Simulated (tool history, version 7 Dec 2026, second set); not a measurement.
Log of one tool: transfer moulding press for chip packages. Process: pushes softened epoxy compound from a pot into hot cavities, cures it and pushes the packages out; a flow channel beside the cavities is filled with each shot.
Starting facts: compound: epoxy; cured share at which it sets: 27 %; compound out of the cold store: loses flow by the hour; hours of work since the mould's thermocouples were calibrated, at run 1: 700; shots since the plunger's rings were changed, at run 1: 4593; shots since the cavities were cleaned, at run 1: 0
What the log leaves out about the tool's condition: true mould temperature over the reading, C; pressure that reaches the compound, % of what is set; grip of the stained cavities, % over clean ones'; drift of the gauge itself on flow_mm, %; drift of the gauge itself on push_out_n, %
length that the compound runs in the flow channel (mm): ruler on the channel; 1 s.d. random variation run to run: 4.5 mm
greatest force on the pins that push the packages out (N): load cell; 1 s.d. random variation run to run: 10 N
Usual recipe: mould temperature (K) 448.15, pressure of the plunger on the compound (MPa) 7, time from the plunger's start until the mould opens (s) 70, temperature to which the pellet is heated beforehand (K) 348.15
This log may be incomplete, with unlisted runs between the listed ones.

run,hour,mould temperature (K),pressure of the plunger on the compound (MPa),time from the plunger's start until the mould opens (s),temperature to which the pellet is heated beforehand (K),hours of work since the mould's thermocouples were calibrated,shots since the plunger's rings were changed,shots since the cavities were cleaned,incoming compound's hours out of the cold store,length that the compound runs in the flow channel (mm),greatest force on the pins that push the packages out (N)
1,0,448.15,7,70,348.15,700,4593,0,15.9,793,500
# hour 48.1: plunger's sealing rings changed
# hour 49.6: cavities cleaned with cleaning compound and waxed
2,49.6,448.15,7,70,348.15,721,0,0,19.4,777,472
# hour 96.1: cavities cleaned with cleaning compound and waxed
3,115.5,448.15,7,70,348.15,750,653,197,12.7,807,512
# hour 130.6: mould's thermocouples calibrated
# hour 143: cavities cleaned with cleaning compound and waxed
# hour 189.5: cavities cleaned with cleaning compound and waxed
4,192.3,448.15,7,70,348.15,26,1382,29,27.4,736,491
# hour 234.8: cavities cleaned with cleaning compound and waxed
5,257.9,448.15,7,63,348.15,55,2032,234,47.1,637,555
# hour 279.2: cavities cleaned with cleaning compound and waxed
6,314.9,448.15,7,106,348.15,80,2596,363,20.5,760,377
# hour 323.5: cavities cleaned with cleaning compound and waxed
# hour 368.9: cavities cleaned with cleaning compound and waxed
7,383,448.15,7,70,348.15,109,3257,143,37.2,683,486
# hour 413.1: cavities cleaned with cleaning compound and waxed
8,450.9,448.15,7,70,348.15,139,3931,383,22.3,740,478
# hour 463: cavities cleaned with cleaning compound and waxed
# hour 515.2: cavities cleaned with cleaning compound and waxed
9,521.2,448.15,7,70,348.15,169,4615,61,17.2,772,490
# hour 563.3: plunger's sealing rings changed
# hour 564.8: cavities cleaned with cleaning compound and waxed
10,592.2,448.15,7,70,348.15,199,278,278,17.9,783,504
# hour 613.7: cavities cleaned with cleaning compound and waxed
# hour 661.4: cavities cleaned with cleaning compound and waxed
11,672.2,448.15,7,70,348.15,234,1060,110,22.5,753,498
# hour 706.2: cavities cleaned with cleaning compound and waxed
12,746.5,448.15,7,87,347.15,267,1799,409,9.1,830,391
# hour 754.4: cavities cleaned with cleaning compound and waxed
# hour 802.3: cavities cleaned with cleaning compound and waxed
13,832.8,448.15,7,87,347.15,304,2645,310,37.2,678,387
# hour 849.7: cavities cleaned with cleaning compound and waxed
# hour 894.4: cavities cleaned with cleaning compound and waxed
14,902.4,448.15,7,87,347.15,334,3321,81,38.2,668,392
# hour 943.2: cavities cleaned with cleaning compound and waxed
15,965,445.15,6.33,67,350.15,362,3941,222,36.2,666,601
# hour 989.4: cavities cleaned with cleaning compound and waxed
# hour 1034.1: cavities cleaned with cleaning compound and waxed
16,1042.7,445.15,6.33,56,350.15,395,4699,87,34.4,657,932
# hour 1078.3: plunger's sealing rings changed
# hour 1085.1: cavities cleaned with cleaning compound and waxed
# hour 1130.9: cavities cleaned with cleaning compound and waxed
17,1130.9,452.15,6,60,348.15,432,503,0,25.6,674,520
# hour 1175.7: cavities cleaned with cleaning compound and waxed
18,1212.6,454.15,8.42,70,348.15,468,1318,375,33.6,744,393
# hour 1220.1: cavities cleaned with cleaning compound and waxed
# hour 1269.5: cavities cleaned with cleaning compound and waxed
19,1269.5,442.15,8.42,56,348.15,492,1865,0,20.5,860,1166

What does the tool deliver on the next run?
# hour 1315.6: cavities cleaned with cleaning compound and waxed
20,1328.7,447.15,7,70,348.15,518,2450,133,27.7,?,?

{"run 20": {"length that the compound runs in the flow channel (mm)": 725, "greatest force on the pins that push the packages out (N)": 520}}
If the tool had no hidden condition, the same run with the same run-to-run variation would have returned length that the compound runs in the flow channel (mm) 726, greatest force on the pins that push the packages out (N) 517.
